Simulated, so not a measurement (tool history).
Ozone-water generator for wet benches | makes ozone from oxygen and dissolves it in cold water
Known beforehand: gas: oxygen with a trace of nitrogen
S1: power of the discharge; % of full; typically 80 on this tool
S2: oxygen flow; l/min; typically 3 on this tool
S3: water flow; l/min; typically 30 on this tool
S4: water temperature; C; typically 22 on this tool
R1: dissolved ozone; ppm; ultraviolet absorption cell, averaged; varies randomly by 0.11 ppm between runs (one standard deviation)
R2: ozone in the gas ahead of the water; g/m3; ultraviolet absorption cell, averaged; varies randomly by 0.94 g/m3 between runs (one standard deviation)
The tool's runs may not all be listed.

| run | hour | S1 | S2 | S3 | S4 | R1 | R2 |
|---|---|---|---|---|---|---|---|
| 1 | 0.0 | 80 | 3 | 30 | 22 | 7.7 | 155.1 |
| 2 | 111.9 | 80 | 3 | 30 | 17 | 7.9 | 154.8 |
| 3 | 290.7 | 80 | 3 | 35 | 22 | 6.2 | 155.9 |
| 4 | 426.3 | 72 | 3 | 30 | 22 | 7.0 | 142.8 |
| 5 | 605.5 | 80 | 3 | 24 | 22 | 9.5 | 153.4 |
| 6 | 715.9 | 80 | 3 | 24 | 22 | 9.3 | 154.5 |
| 7 | 867.8 | 80 | 3 | 24 | 22 | 9.6 | 152.8 |
| 8 | 953.0 | 80 | 3 | 24 | 22 | 9.3 | 151.6 |
| 9 | 1072.5 | 80 | 3 | 30 | 22 | 7.3 | 151.0 |
| 10 | 1182.9 | 73 | 3 | 30 | 22 | 6.8 | 140.5 |
| 11 | 1350.0 | 73 | 3 | 30 | 22 | 6.7 | 140.6 |
| 12 | 1435.1 | 73 | 3 | 30 | 22 | 6.8 | 141.3 |
| 13 | 1637.9 | 80 | 3 | 30 | 22 | 7.1 | 149.5 |
| 14 | 1755.1 | 80 | 3 | 30 | 15 | 7.4 | 150.0 |
| 15 | 1842.6 | 80 | 3 | 30 | 25 | 6.7 | 150.9 |
| 16 | 2006.0 | 80 | 3 | 30 | 22 | 6.9 | 147.9 |
| 17 | 2155.3 | 80 | 3 | 30 | 22 | 7.0 | 147.4 |

Estimate the outcome of run 18 from the log above:
| 18 | 2347.1 | 80 | 3 | 30 | 22 | ? | ? |

Run 18 gave R1 6.8 ppm, R2 146.6 g/m3.
If the tool had no hidden condition, the same run with the same run-to-run variation would have returned R1 8.2 ppm, R2 159.7 g/m3.
